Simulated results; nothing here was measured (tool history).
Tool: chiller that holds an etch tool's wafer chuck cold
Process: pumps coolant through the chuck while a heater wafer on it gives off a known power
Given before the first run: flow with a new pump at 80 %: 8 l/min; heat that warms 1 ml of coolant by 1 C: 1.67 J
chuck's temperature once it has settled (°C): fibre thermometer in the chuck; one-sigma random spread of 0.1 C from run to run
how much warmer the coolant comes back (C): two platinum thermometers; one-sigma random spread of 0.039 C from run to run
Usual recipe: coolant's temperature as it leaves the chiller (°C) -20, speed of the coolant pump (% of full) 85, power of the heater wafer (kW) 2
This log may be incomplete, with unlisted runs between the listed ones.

run	day	coolant's temperature as it leaves the chiller (°C)	speed of the coolant pump (% of full)	power of the heater wafer (kW)	chuck's temperature once it has settled (°C)	how much warmer the coolant comes back (C)
1	0	-20	85	2	-3.3	8.81
2	4.971	-20	85	2	-3.4	8.78
3	7.508	-26	85	2	-9.3	8.72
4	10.204	-20	85	2.048	-2.8	8.9
5	14.133	-20	85	2.048	-2.8	8.96
6	18.667	-20	85	2.048	-2.6	9.01
7	23.612	-20	85	2	-2.9	8.85
8	28.325	-20	82	2	-2.5	9.14
9	31.208	-20	82	2	-2.2	9.07
10	34.167	-20	82	2	-2.3	9.11
11	38.55	-20	82	2	-2.3	9.2
12	43.821	-19	85	2	-1.7	8.88
13	48.446	-19	85	2	-1.7	8.9
14	53.446	-19	85	2	-1.7	8.88
15	58.592	-25	85	2	-7.7	8.85
# day 61.529: chiller's thermometer calibrated
16	61.529	-25	85	2	-7.4	8.83
17	66.071	-13	85	2	4.6	8.97
18	69.792	-13	85	2	4.7	8.98
19	72.8	-13	85	2	4.7	8.91
20	77.029	-20	85	2.51	2.4	11.22
21	81.475	-20	73	1.33	-6.4	6.96
22	84.921	-20	73	1.33	-6.1	7.03
23	87.142	-20	73	1.33	-6.2	6.91
24	90.3	-17	69	1.938	4	10.72
25	93.9	-17	69	1.938	4	10.76
26	97.104	-17	69	1.938	4.2	10.77
27	99.625	-17	69	1.938	4.2	10.81
28	102.958	-20	70	2.557	8	13.99
29	107.258	-21	64	1.862	0.9	11.2
30	111.1	-23	97	2	-6.7	7.87
31	115.812	-23	97	2	-6.6	7.84

Forecast each of these 3 alternatives for the next run:
A	119.467	-27	68	1.704	?	?
B	119.467	-18	87	2.622	?	?
C	119.467	-24	86	2	?	?

run	chuck's temperature once it has settled (°C)	how much warmer the coolant comes back (C)
A	-7.9	9.67
B	6	11.56
C	-5.5	8.88
Without the tool's hidden state the same runs would have given:
run	chuck's temperature once it has settled (°C)	how much warmer the coolant comes back (C)
A	-10.8	9.02
B	2.4	10.77
C	-8.2	8.28
